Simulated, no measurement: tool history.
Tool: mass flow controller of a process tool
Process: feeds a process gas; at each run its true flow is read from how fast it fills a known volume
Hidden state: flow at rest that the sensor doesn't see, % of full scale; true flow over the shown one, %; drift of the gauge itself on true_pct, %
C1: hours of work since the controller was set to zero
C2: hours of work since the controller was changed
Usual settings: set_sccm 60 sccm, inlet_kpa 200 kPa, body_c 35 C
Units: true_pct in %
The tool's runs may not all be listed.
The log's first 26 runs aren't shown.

Run 27, hour 2940.3: usual settings but set_sccm 195 sccm, inlet_kpa 245 kPa, body_c 37 C; C1 2502; C2 2502. Result: true_pct 100.09 %.
Run 28, hour 3022.1: usual settings but set_sccm 24 sccm, inlet_kpa 230 kPa, body_c 21 C; C1 2547; C2 2547. Result: true_pct 103.01 %.
Run 29, hour 3127.2: usual settings but set_sccm 24 sccm, inlet_kpa 230 kPa, body_c 21 C; C1 2606; C2 2606. Result: true_pct 103.08 %.
Run 30, hour 3214.7: usual settings but set_sccm 162 sccm; C1 2655; C2 2655. Result: true_pct 100.16 %.
Run 31, hour 3360.8: usual settings but inlet_kpa 146 kPa, body_c 24 C; C1 2736; C2 2736. Result: true_pct 100.75 %.
Run 32, hour 3460.0: usual settings but set_sccm 121 sccm, body_c 37 C; C1 2792; C2 2792. Result: true_pct 99.70 %.
Run 33, hour 3572.2: usual settings but set_sccm 121 sccm, body_c 37 C; C1 2854; C2 2854. Result: true_pct 99.71 %.
Run 34, hour 3695.3: usual settings but set_sccm 121 sccm, body_c 37 C; C1 2923; C2 2923. Result: true_pct 99.91 %.
Run 35, hour 3775.6: usual settings but set_sccm 121 sccm, body_c 37 C; C1 2968; C2 2968. Result: true_pct 99.77 %.
Run 36, hour 3921.4: usual settings but set_sccm 116 sccm, inlet_kpa 232 kPa, body_c 37 C; C1 3049; C2 3049. Result: true_pct 99.74 %.
Run 37, hour 4053.1: usual settings but set_sccm 116 sccm, inlet_kpa 232 kPa, body_c 37 C; C1 3122; C2 3122. Result: true_pct 99.80 %.
Run 38, hour 4216.6: usual settings but set_sccm 116 sccm, inlet_kpa 232 kPa, body_c 37 C; C1 3213; C2 3213. Result: true_pct 100.03 %.
Run 39, hour 4383.3: usual settings but set_sccm 44 sccm, body_c 31 C; C1 3306; C2 3306. Result: true_pct 101.61 %.
Run 40, hour 4542.9: usual settings but set_sccm 68 sccm, inlet_kpa 172 kPa, body_c 31 C; C1 3395; C2 3395. Result: true_pct 100.93 %.
Run 41, hour 4639.3: usual settings but body_c 29 C; C1 3449; C2 3449. Result: true_pct 101.14 %.
Run 42, hour 4723.6: usual settings but body_c 29 C; C1 3496; C2 3496. Result: true_pct 101.10 %.
Run 43, hour 4817.6: usual settings but body_c 29 C; C1 3549; C2 3549. Result: true_pct 101.25 %.
Run 44, hour 4912.0: usual settings but body_c 29 C; C1 3601; C2 3601. Result: true_pct 101.24 %.
Run 45, hour 5006.4: usual settings but set_sccm 175 sccm, inlet_kpa 256 kPa, body_c 29 C; C1 3654; C2 3654. Result: true_pct 101.10 %.
Run 46, hour 5103.2: usual settings but set_sccm 36 sccm, inlet_kpa 170 kPa, body_c 21 C; C1 3708; C2 3708. Result: true_pct 103.51 %.
Run 47, hour 5214.4: usual settings but inlet_kpa 152 kPa, body_c 36 C; C1 3770; C2 3770. Result: true_pct 101.30 %.
Run 48, hour 5321.9: usual settings but set_sccm 32 sccm, inlet_kpa 188 kPa; C1 3830; C2 3830. Result: true_pct 103.48 %.

Forecast each of these 3 alternatives for the next run:
Run A, hour 5469.5: usual settings but set_sccm 32 sccm, inlet_kpa 178 kPa; C1 3912; C2 3912. Result: true_pct ?.
Run B, hour 5469.5: usual settings but set_sccm 23 sccm, inlet_kpa 170 kPa, body_c 20 C; C1 3912; C2 3912. Result: true_pct ?.
Run C, hour 5469.5: usual settings but set_sccm 20 sccm, inlet_kpa 151 kPa; C1 3912; C2 3912. Result: true_pct ?.

run  true_pct
  A    103.74
  B    106.70
  C    106.99
Without the tool's hidden state the same runs would have given:
run  true_pct
  A     96.97
  B     97.66
  C     96.75
